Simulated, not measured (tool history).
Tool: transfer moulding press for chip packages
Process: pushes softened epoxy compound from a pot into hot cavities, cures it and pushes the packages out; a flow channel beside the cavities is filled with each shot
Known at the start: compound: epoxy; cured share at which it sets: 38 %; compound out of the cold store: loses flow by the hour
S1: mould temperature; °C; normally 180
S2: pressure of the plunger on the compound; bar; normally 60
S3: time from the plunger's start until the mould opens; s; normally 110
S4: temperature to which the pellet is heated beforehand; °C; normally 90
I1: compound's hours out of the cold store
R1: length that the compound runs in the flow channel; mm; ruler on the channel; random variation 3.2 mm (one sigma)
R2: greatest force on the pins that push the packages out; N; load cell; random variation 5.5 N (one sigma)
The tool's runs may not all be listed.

Run 1, hour 0: usual settings; I1 44.8. Result: R1 739 mm, R2 230 N.
Run 2, hour 13.7: usual settings; I1 31.9. Result: R1 788 mm, R2 244 N.
Run 3, hour 29.3: usual settings but S3 132 s; I1 15.4. Result: R1 859 mm, R2 240 N.
At hour 50.9: cavities cleaned with cleaning compound and waxed.
Run 4, hour 56.9: usual settings but S1 184 °C; I1 8.3. Result: R1 866 mm, R2 300 N.
Run 5, hour 81.8: usual settings but S3 118 s; I1 29. Result: R1 798 mm, R2 311 N.
Run 6, hour 98.1: usual settings but S3 118 s; I1 34.9. Result: R1 776 mm, R2 323 N.
Run 7, hour 120.9: usual settings but S2 58.3 bar; I1 17.5. Result: R1 835 mm, R2 365 N.
At hour 124.9: cavities cleaned with cleaning compound and waxed, once more.
Run 8, hour 143.4: usual settings; I1 24.5. Result: R1 808 mm, R2 221 N.
Run 9, hour 165.5: usual settings; I1 16.1. Result: R1 854 mm, R2 256 N.
Run 10, hour 184.2: usual settings; I1 12.2. Result: R1 870 mm, R2 277 N.
Run 11, hour 196.8: usual settings but S2 51.6 bar; I1 36.2. Result: R1 711 mm, R2 293 N.
At hour 209.7: cavities cleaned with cleaning compound and waxed.
Run 12, hour 216.3: usual settings but S2 51.6 bar; I1 40.5. Result: R1 697 mm, R2 206 N.
Run 13, hour 234.5: usual settings but S3 95 s; I1 28.1. Result: R1 791 mm, R2 271 N.
Run 14, hour 256.1: usual settings; I1 45.9. Result: R1 721 mm, R2 251 N.
Run 15, hour 282.1: usual settings; I1 16. Result: R1 835 mm, R2 287 N.
At hour 295.3: cavities cleaned with cleaning compound and waxed.
Run 16, hour 300.7: usual settings; I1 28.7. Result: R1 785 mm, R2 211 N.
At hour 314.3: plunger's sealing rings changed.
Run 17, hour 327.3: usual settings; I1 31.4. Result: R1 797 mm, R2 251 N.
Run 18, hour 346.6: usual settings but S1 175 °C, S3 109 s; I1 30. Result: R1 812 mm, R2 314 N.
Run 19, hour 363.4: usual settings but S1 181 °C, S2 49.7 bar, S3 109 s, S4 95 °C; I1 16. Result: R1 778 mm, R2 280 N.
At hour 383.3: cavities cleaned with cleaning compound and waxed.
Run 20, hour 391.4: usual settings but S1 178 °C, S2 50.1 bar, S3 109 s, S4 92 °C; I1 12.3. Result: R1 807 mm, R2 248 N.
Run 21, hour 409.3: usual settings but S1 175 °C, S3 97 s, S4 88 °C; I1 26.8. Result: R1 831 mm, R2 357 N.
Run 22, hour 432.2: usual settings but S4 88 °C; I1 10.3. Result: R1 878 mm, R2 260 N.
Run 23, hour 453.9: usual settings but S4 88 °C; I1 11.4. Result: R1 877 mm, R2 293 N.
At hour 469.3: cavities cleaned with cleaning compound and waxed.
Run 24, hour 478.3: usual settings but S1 179 °C, S4 88 °C; I1 24.5. Result: R1 820 mm, R2 222 N.
Run 25, hour 495: usual settings but S1 179 °C, S2 58.1 bar, S3 107 s, S4 91 °C; I1 23.3. Result: R1 809 mm, R2 230 N.
Run 26, hour 510.2: usual settings but S1 173 °C; I1 19.1. Result: R1 860 mm, R2 354 N.
Run 27, hour 535.6: usual settings but S1 173 °C; I1 46. Result: R1 749 mm, R2 351 N.
At hour 553.8: cavities cleaned with cleaning compound and waxed.
Run 28, hour 560.3: usual settings but S1 173 °C; I1 35.3. Result: R1 796 mm, R2 262 N.

How would selected steps in R1 from run to run divide? Give the signed amount a tool lacking its hidden state would still show from settings, what came in and random variation, and the signed amount left for the hidden state, including any gauge scatter that is not in both of the compared results.
Unlogged tool condition in this case: true mould temperature over the reading, C; pressure that reaches the compound, % of what is set; grip of the stained cavities, % over clean ones'; drift of the gauge itself on flow_mm, %; drift of the gauge itself on push_out_n, %.
Run 10 -> 11: S2 60 -> 51.6. R1 -159 mm: hidden state +3, all else -162.
Run 14 -> 15: no setting touched and nothing written in the log between the runs. R1 +114 mm: hidden state -5, all else +119.
Run 16 -> 17: plunger's sealing rings changed. R1 +12 mm: hidden state +21, all else -9.
